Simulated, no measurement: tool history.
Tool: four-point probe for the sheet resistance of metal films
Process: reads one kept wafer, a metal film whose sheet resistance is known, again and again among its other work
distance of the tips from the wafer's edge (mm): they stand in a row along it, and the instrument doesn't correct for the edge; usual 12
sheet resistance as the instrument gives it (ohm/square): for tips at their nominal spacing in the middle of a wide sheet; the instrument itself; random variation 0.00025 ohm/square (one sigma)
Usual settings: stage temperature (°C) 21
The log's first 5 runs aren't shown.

| run | hour | stage temperature (°C) | distance of the tips from the wafer's edge (mm) | sheet resistance as the instrument gives it (ohm/square) |
|---|---|---|---|---|
| 6 | 72.3 | 21 | 4 | 1.276984 |
| 7 | 85.5 | 21 | 4 | 1.276818 |
| 8 | 95.6 | 21 | 11 | 1.267871 |
| 9 | 117.2 | 21 | 9 | 1.268022 |
| 10 | 132.1 | 18 | 12 | 1.271704 |
| 11 | 155 | 18 | 12 | 1.271825 |
| 12 | 166.7 | 21 | 4 | 1.276894 |
| 13 | 182.5 | 21 | 12 | 1.267292 |
| 14 | 196.3 | 21 | 5 | 1.272644 |
| 15 | 215.5 | 21 | 5 | 1.27218 |
| 16 | 233.3 | 21 | 6 | 1.270342 |
| 17 | 250.7 | 33 | 5 | 1.255302 |
| 18 | 266 | 24 | 12 | 1.262076 |
| 19 | 277 | 24 | 12 | 1.262567 |

Forecast run 20:
| 20 | 294.9 | 25 | 33 | ? |

sheet resistance as the instrument gives it (ohm/square): 1.259999
Without the tool's hidden state the same run would have given sheet resistance as the instrument gives it (ohm/square) 1.264673.
